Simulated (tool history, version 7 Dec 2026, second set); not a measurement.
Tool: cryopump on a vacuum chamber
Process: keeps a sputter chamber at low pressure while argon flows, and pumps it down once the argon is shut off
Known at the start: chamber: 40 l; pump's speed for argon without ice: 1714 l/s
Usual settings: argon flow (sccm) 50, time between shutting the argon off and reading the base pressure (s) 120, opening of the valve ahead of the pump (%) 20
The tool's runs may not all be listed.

run	hour	argon flow (sccm)	time between shutting the argon off and reading the base pressure (s)	opening of the valve ahead of the pump (%)	pressure while argon flows (Pa)	pressure after the wait (uPa)
1	0	50	120	20	0.2456	2.03
2	25.5	50	120	20	0.2459	2.06
3	67.3	50	120	20	0.2469	2.12
4	100.7	50	120	20	0.2482	2.22
5	153.7	77	120	20	0.384	2.23
6	187.6	77	120	20	0.3801	2.26
7	232.3	77	120	20	0.3836	2.22
8	290.9	77	120	20	0.3828	2.33
9	321.1	50	121	20	0.2486	2.35
10	374.6	50	120	20	0.2507	2.37
11	402.8	50	120	20	0.2508	2.38
12	455.3	50	120	20	0.2517	2.43
13	502.7	50	120	20	0.2489	2.46
14	562.7	50	120	20	0.2521	2.5
# hour 577.9: leaking fittings of the chamber tightened, without venting
15	611.7	50	120	20	0.2506	0.48
16	657	50	120	20	0.25	0.55
17	685.9	50	120	20	0.253	0.52
18	742.1	50	120	20	0.2538	0.56
19	782.5	50	120	20	0.2527	0.65
20	841.8	40	120	20	0.2021	0.6
21	866.6	40	120	20	0.2043	0.61
22	919.7	85	24	20	0.4316	1.72
23	967.6	24	35	39	0.0648	1.38
24	992.1	65	130	20	0.3299	0.69
25	1051.8	20	52	20	0.1034	1.09
26	1090	20	52	20	0.1025	1.14
27	1141.6	98	29	20	0.5055	1.66
28	1185.3	98	29	20	0.5025	1.69
29	1235.1	50	120	33	0.1593	0.83
30	1267.9	50	120	19	0.2713	0.89
31	1311.2	50	120	19	0.2721	0.98
32	1363	50	120	18	0.2852	0.97
# hour 1404.6: pump warmed up, emptied and cooled again
33	1413.2	50	120	18	0.2746	0.89

4 ways to go on from here, each from the tool as it stands after run 33. What would each give?
A	1461.6	77	263	25	?	?
B	1461.6	50	75	18	?	?
C	1461.6	43	52	18	?	?
D	1461.6	58	174	52	?	?

run	pressure while argon flows (Pa)	pressure after the wait (uPa)
A	0.3063	0.77
B	0.2755	1.07
C	0.2372	1.28
D	0.1118	0.85
Without the tool's hidden state the same runs would have given:
run	pressure while argon flows (Pa)	pressure after the wait (uPa)
A	0.3044	0.3
B	0.2743	0.6
C	0.2361	0.81
D	0.1105	0.38
